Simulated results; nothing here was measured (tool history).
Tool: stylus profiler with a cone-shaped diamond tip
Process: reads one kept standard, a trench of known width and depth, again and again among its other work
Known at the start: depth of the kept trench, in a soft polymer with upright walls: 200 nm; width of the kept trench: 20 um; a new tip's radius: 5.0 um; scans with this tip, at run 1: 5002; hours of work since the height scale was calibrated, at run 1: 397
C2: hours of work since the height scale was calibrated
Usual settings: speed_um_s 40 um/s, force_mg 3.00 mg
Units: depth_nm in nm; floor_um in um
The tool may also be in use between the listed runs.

{"run": 1, "hour": 0.0, "speed_um_s": 40, "force_mg": 3.0, "scans with this tip": 5002, "C2": 397, "depth_nm": 203.29, "floor_um": 16.28}
{"run": 2, "hour": 55.6, "speed_um_s": 40, "force_mg": 3.0, "scans with this tip": 5545, "C2": 440, "depth_nm": 203.25, "floor_um": 16.28}
{"run": 3, "hour": 103.4, "speed_um_s": 40, "force_mg": 3.0, "scans with this tip": 6011, "C2": 477, "depth_nm": 203.11, "floor_um": 16.21}
{"run": 4, "hour": 169.3, "speed_um_s": 40, "force_mg": 3.0, "scans with this tip": 6655, "C2": 528, "depth_nm": 203.27, "floor_um": 16.09}
{"run": 5, "hour": 259.9, "speed_um_s": 37, "force_mg": 3.0, "scans with this tip": 7540, "C2": 599, "depth_nm": 203.13, "floor_um": 16.03}
{"run": 6, "hour": 355.2, "speed_um_s": 37, "force_mg": 3.0, "scans with this tip": 8469, "C2": 672, "depth_nm": 203.12, "floor_um": 15.92}
{"run": 7, "hour": 407.4, "speed_um_s": 37, "force_mg": 3.0, "scans with this tip": 8979, "C2": 713, "depth_nm": 203.15, "floor_um": 15.86}
{"run": 8, "hour": 505.8, "speed_um_s": 37, "force_mg": 3.0, "scans with this tip": 9940, "C2": 789, "depth_nm": 203.08, "floor_um": 15.73}
{"run": 9, "hour": 605.7, "speed_um_s": 40, "force_mg": 3.0, "scans with this tip": 10916, "C2": 867, "depth_nm": 202.87, "floor_um": 15.68}
{"run": 10, "hour": 696.6, "speed_um_s": 40, "force_mg": 1.39, "scans with this tip": 11803, "C2": 937, "depth_nm": 201.57, "floor_um": 15.37}
{"run": 11, "hour": 789.1, "speed_um_s": 40, "force_mg": 1.39, "scans with this tip": 12706, "C2": 1009, "depth_nm": 201.49, "floor_um": 15.36}
{"run": 12, "hour": 861.1, "speed_um_s": 40, "force_mg": 1.39, "scans with this tip": 13409, "C2": 1065, "depth_nm": 201.45, "floor_um": 15.24}
{"run": 13, "hour": 924.7, "speed_um_s": 40, "force_mg": 2.23, "scans with this tip": 14030, "C2": 1114, "depth_nm": 202.29, "floor_um": 15.29}
{"run": 14, "hour": 988.7, "speed_um_s": 40, "force_mg": 2.23, "scans with this tip": 14655, "C2": 1164, "depth_nm": 202.19, "floor_um": 15.2}
{"run": 15, "hour": 1038.6, "speed_um_s": 40, "force_mg": 3.27, "scans with this tip": 15143, "C2": 1202, "depth_nm": 202.88, "floor_um": 15.17}
{"run": 16, "hour": 1100.1, "speed_um_s": 102, "force_mg": 3.0, "scans with this tip": 15742, "C2": 1250, "depth_nm": 202.75, "floor_um": 14.76}
{"run": 17, "hour": 1156.5, "speed_um_s": 102, "force_mg": 3.0, "scans with this tip": 16294, "C2": 1294, "depth_nm": 202.69, "floor_um": 14.77}
{"run": 18, "hour": 1220.1, "speed_um_s": 40, "force_mg": 1.08, "scans with this tip": 16915, "C2": 1343, "depth_nm": 201.05, "floor_um": 14.86}
{"run": 19, "hour": 1302.9, "speed_um_s": 40, "force_mg": 1.08, "scans with this tip": 17723, "C2": 1407, "depth_nm": 200.98, "floor_um": 14.8}
{"hour": 1324.3, "done": "height scale calibrated on a step standard"}
{"run": 20, "hour": 1347.3, "speed_um_s": 40, "force_mg": 1.08, "scans with this tip": 18151, "C2": 18, "depth_nm": 201.78, "floor_um": 14.74}
{"run": 21, "hour": 1433.7, "speed_um_s": 18, "force_mg": 2.69, "scans with this tip": 18995, "C2": 85, "depth_nm": 203.35, "floor_um": 14.89}
{"run": 22, "hour": 1497.9, "speed_um_s": 18, "force_mg": 2.69, "scans with this tip": 19622, "C2": 135, "depth_nm": 203.36, "floor_um": 14.84}
{"hour": 1523.4, "done": "new tip fitted, height scale calibrated"}
{"run": 23, "hour": 1562.8, "speed_um_s": 82, "force_mg": 3.18, "scans with this tip": 384, "C2": 30, "depth_nm": 203.66, "floor_um": 16.8}
{"run": 24, "hour": 1611.7, "speed_um_s": 36, "force_mg": 7.72, "scans with this tip": 862, "C2": 68, "depth_nm": 206.68, "floor_um": 17.03}
{"run": 25, "hour": 1672.8, "speed_um_s": 63, "force_mg": 3.99, "scans with this tip": 1458, "C2": 116, "depth_nm": 204.33, "floor_um": 16.7}
{"run": 26, "hour": 1754.6, "speed_um_s": 141, "force_mg": 3.65, "scans with this tip": 2256, "C2": 179, "depth_nm": 204.08, "floor_um": 16.15}
{"run": 27, "hour": 1842.7, "speed_um_s": 154, "force_mg": 1.97, "scans with this tip": 3117, "C2": 248, "depth_nm": 202.62, "floor_um": 15.79}
{"run": 28, "hour": 1932.7, "speed_um_s": 124, "force_mg": 3.0, "scans with this tip": 3996, "C2": 317, "depth_nm": 203.46, "floor_um": 15.96}
{"run": 29, "hour": 1993.3, "speed_um_s": 124, "force_mg": 8.18, "scans with this tip": 4587, "C2": 364, "depth_nm": 206.74, "floor_um": 16.18}
{"run": 30, "hour": 2091.5, "speed_um_s": 21, "force_mg": 3.69, "scans with this tip": 5546, "C2": 440, "depth_nm": 203.86, "floor_um": 16.35}
{"run": 31, "hour": 2174.9, "speed_um_s": 16, "force_mg": 5.05, "scans with this tip": 6360, "C2": 505, "depth_nm": 204.85, "floor_um": 16.24}
{"run": 32, "hour": 2263.5, "speed_um_s": 26, "force_mg": 1.97, "scans with this tip": 7225, "C2": 574, "depth_nm": 202.44, "floor_um": 16.01}
{"run": 33, "hour": 2355.6, "speed_um_s": 26, "force_mg": 1.97, "scans with this tip": 8124, "C2": 645, "depth_nm": 202.46, "floor_um": 15.97}
{"run": 34, "hour": 2441.4, "speed_um_s": 12, "force_mg": 6.35, "scans with this tip": 8962, "C2": 712, "depth_nm": 205.57, "floor_um": 15.92}
{"run": 35, "hour": 2482.9, "speed_um_s": 20, "force_mg": 8.12, "scans with this tip": 9368, "C2": 744, "depth_nm": 206.6, "floor_um": 15.92}
{"run": 36, "hour": 2553.9, "speed_um_s": 62, "force_mg": 4.47, "scans with this tip": 10061, "C2": 799, "depth_nm": 204.21, "floor_um": 15.57}
{"run": 37, "hour": 2616.7, "speed_um_s": 112, "force_mg": 1.53, "scans with this tip": 10674, "C2": 847, "depth_nm": 201.67, "floor_um": 15.0}

Hidden state at the last listed run before each entry between runs and at the first one after, where it differs:
Between runs 19 and 20: height scale calibrated on a step standard (hour 1324.3)
  radius of the tip, um: 14.79 -> 15.05; height scale over the true one, %: -0.447 -> 0.007
  measured less the result without the state, depth_nm: -0.90 -> +0.01 nm; floor_um: -2.05 -> -2.10 um
Between runs 22 and 23: new tip fitted, height scale calibrated (hour 1523.4)
  radius of the tip, um: 15.91 -> 5.1; height scale over the true one, %: -0.024 -> 0.004
  measured less the result without the state, depth_nm: -0.05 -> +0.01 nm; floor_um: -2.23 -> -0.03 um
